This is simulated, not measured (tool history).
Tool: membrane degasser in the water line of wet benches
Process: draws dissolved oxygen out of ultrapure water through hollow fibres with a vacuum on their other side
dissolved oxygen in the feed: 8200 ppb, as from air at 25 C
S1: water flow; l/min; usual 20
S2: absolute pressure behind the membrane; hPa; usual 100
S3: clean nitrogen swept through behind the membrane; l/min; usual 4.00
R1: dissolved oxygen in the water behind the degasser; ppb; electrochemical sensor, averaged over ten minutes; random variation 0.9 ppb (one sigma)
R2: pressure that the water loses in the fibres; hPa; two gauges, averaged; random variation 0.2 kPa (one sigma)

| run | hour | S1 | S2 | S3 | R1 | R2 |
|---|---|---|---|---|---|---|
| 1 | 0.0 | 20 | 100 | 4.00 | 89.5 | 441.0 |
| 2 | 253.9 | 17 | 100 | 4.00 | 72.9 | 375.2 |
| 3 | 397.6 | 20 | 100 | 4.00 | 89.1 | 439.4 |
| 4 | 508.0 | 20 | 100 | 4.00 | 89.4 | 437.2 |
| 5 | 710.4 | 20 | 100 | 4.00 | 89.5 | 445.8 |
| 6 | 953.1 | 20 | 100 | 4.00 | 89.1 | 444.9 |
| 7 | 1205.0 | 20 | 100 | 4.00 | 90.0 | 444.0 |
| 8 | 1327.9 | 20 | 100 | 4.00 | 90.5 | 446.1 |
| 9 | 1549.5 | 20 | 77 | 4.00 | 61.8 | 448.0 |
| 10 | 1719.3 | 20 | 77 | 4.00 | 61.9 | 442.7 |
| 11 | 1861.8 | 20 | 77 | 4.00 | 60.5 | 445.2 |
| 12 | 2121.0 | 20 | 77 | 4.00 | 63.1 | 450.8 |
| 13 | 2379.6 | 20 | 77 | 4.00 | 61.9 | 447.9 |
| 14 | 2592.4 | 20 | 100 | 2.04 | 166.1 | 450.8 |
| 15 | 2724.8 | 20 | 100 | 4.19 | 88.2 | 450.3 |
|  | 2748.4 | vacuum gauge calibrated |
| 16 | 2878.9 | 26 | 100 | 4.00 | 115.1 | 587.5 |
| 17 | 3044.4 | 20 | 238 | 4.00 | 250.9 | 447.9 |
| 18 | 3265.7 | 14 | 238 | 1.84 | 360.0 | 315.4 |
| 19 | 3380.2 | 20 | 207 | 4.00 | 212.1 | 449.9 |
| 20 | 3576.1 | 16 | 179 | 4.40 | 130.9 | 358.3 |
| 21 | 3793.6 | 20 | 186 | 10.88 | 74.4 | 449.8 |
| 22 | 3942.4 | 21 | 172 | 7.27 | 103.4 | 474.9 |
| 23 | 4169.6 | 16 | 100 | 6.21 | 45.2 | 361.4 |
|  | 4211.5 | seals of the vacuum lines changed |
| 24 | 4387.0 | 13 | 95 | 1.77 | 111.5 | 293.9 |
| 25 | 4512.6 | 20 | 164 | 4.00 | 161.0 | 452.7 |
| 26 | 4670.2 | 20 | 64 | 1.73 | 94.7 | 452.3 |
| 27 | 4806.7 | 20 | 64 | 1.73 | 93.9 | 449.0 |
| 28 | 4966.3 | 20 | 64 | 1.73 | 93.7 | 454.3 |
| 29 | 5173.0 | 20 | 64 | 1.73 | 94.6 | 456.7 |
| 30 | 5376.7 | 20 | 114 | 5.77 | 74.8 | 454.0 |
| 31 | 5621.3 | 20 | 114 | 5.77 | 74.4 | 455.6 |
| 32 | 5873.5 | 12 | 162 | 1.72 | 217.6 | 276.1 |

Hidden state or all else? Some run-to-run changes of R1, split into what the settings, what came in and random variation would give without the hidden state, and what is left for the hidden state (with any gauge scatter that isn't in both results):
The hidden state here: membrane still open, %; true pressure behind the membrane over the reading, kPa; air that leaks in behind the membrane, l/min; drift of the gauge itself on oxygen_ppb, %; drift of the gauge itself on loss_of_pressure_kpa, %.
Run 13 -> 14: S2 77 -> 100, S3 4.00 -> 2.04. R1 +104.2 ppb: hidden state +4.7, all else +99.5.
Run 14 -> 15: S3 2.04 -> 4.19. R1 -77.9 ppb: hidden state -4.2, all else -73.7.
Run 15 -> 16: S1 20 -> 26, S3 4.19 -> 4.00, vacuum gauge calibrated. R1 +26.9 ppb: hidden state -3.6, all else +30.5.
Run 16 -> 17: S1 26 -> 20, S2 100 -> 238. R1 +135.8 ppb: hidden state +0.1, all else +135.7.
Run 18 -> 19: S1 14 -> 20, S2 238 -> 207, S3 1.84 -> 4.00. R1 -147.9 ppb: hidden state -1.3, all else -146.6.
Run 31 -> 32: S1 20 -> 12, S2 114 -> 162, S3 5.77 -> 1.72. R1 +143.2 ppb: hidden state +1.0, all else +142.2.
